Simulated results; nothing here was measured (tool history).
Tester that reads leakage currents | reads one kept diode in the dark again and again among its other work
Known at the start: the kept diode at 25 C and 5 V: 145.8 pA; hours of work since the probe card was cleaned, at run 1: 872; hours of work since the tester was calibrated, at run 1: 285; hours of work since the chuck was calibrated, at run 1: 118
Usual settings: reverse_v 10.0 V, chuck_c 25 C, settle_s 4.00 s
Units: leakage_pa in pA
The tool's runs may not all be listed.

run	day	reverse_v	chuck_c	settle_s	hours of work since the probe card was cleaned	hours of work since the tester was calibrated	hours of work since the chuck was calibrated	leakage_pa
1	0.000	10.0	25	4.00	872	285	118	189.24
2	1.671	10.0	25	4.00	896	309	143	188.57
3	3.104	10.0	25	4.00	917	330	164	189.04
4	5.629	10.0	25	0.77	954	367	201	192.10
5	6.700	10.0	25	4.00	970	383	216	190.74
6	9.129	10.0	25	4.00	1005	418	252	189.46
7	10.417	10.0	24	4.00	1024	437	270	175.97
8	11.721	10.0	24	3.01	1043	456	289	175.30
9	14.200	10.0	24	3.01	1079	492	326	175.44
10	15.258	9.4	25	1.69	1095	508	341	186.38
11	17.096	9.4	25	1.69	1122	534	368	185.60

Forecast run 12:
12	19.362	4.5	25	1.69	1155	568	401	?

{"run 12": {"leakage_pa": 140.81}}
Without the tool's hidden state the same run would have given leakage_pa 140.83 pA.
